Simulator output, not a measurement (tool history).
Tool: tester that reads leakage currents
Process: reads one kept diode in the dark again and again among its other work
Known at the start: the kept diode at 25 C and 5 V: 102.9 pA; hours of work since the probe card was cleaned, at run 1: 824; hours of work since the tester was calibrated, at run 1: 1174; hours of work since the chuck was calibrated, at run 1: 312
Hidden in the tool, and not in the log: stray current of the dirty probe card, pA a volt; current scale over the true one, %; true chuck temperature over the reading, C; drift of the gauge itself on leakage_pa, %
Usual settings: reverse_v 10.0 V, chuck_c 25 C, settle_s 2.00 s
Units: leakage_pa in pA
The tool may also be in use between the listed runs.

run	hour	reverse_v	chuck_c	settle_s	hours of work since the probe card was cleaned	hours of work since the tester was calibrated	hours of work since the chuck was calibrated	leakage_pa
1	0.0	10.0	25	2.00	824	1174	312	148.46
2	30.8	10.0	25	2.00	838	1188	326	149.06
3	66.7	10.0	25	2.00	854	1205	343	149.86
4	124.8	10.0	25	4.06	881	1231	370	150.23
5	155.0	1.8	25	2.00	895	1245	384	76.97
6	190.5	1.8	25	2.00	912	1262	400	77.04
7	243.2	1.8	25	2.00	936	1286	424	77.60
8	294.3	1.8	25	2.00	960	1310	448	77.55
9	358.8	1.8	25	2.00	989	1340	478	77.82
# hour 366.8: probe card cleaned and baked
10	425.3	10.0	43	8.79	27	1369	507	677.10
11	485.0	13.6	60	8.79	55	1396	535	2771.82
12	541.4	13.6	60	8.79	81	1423	561	2798.59
13	608.4	10.1	57	6.26	112	1454	592	2011.69
# hour 641.8: probe card cleaned and baked, once more
14	675.8	10.0	25	2.89	16	1483	622	140.05
15	710.0	1.6	25	2.00	32	1499	637	73.17
# hour 744.7: chuck's temperature calibrated
16	744.7	1.6	25	2.00	47	1514	0	68.05
17	774.3	1.6	25	2.00	60	1528	14	68.94

Forecast each of these 3 alternatives for the next run:
A	830.6	1.8	25	7.30	86	1554	40	?
B	830.6	11.1	25	2.00	86	1554	40	?
C	830.6	1.6	26	2.96	86	1554	40	?

run	leakage_pa
A	71.71
B	137.74
C	75.37
Without the tool's hidden state the same runs would have given:
run	leakage_pa
A	71.83
B	136.98
C	75.54
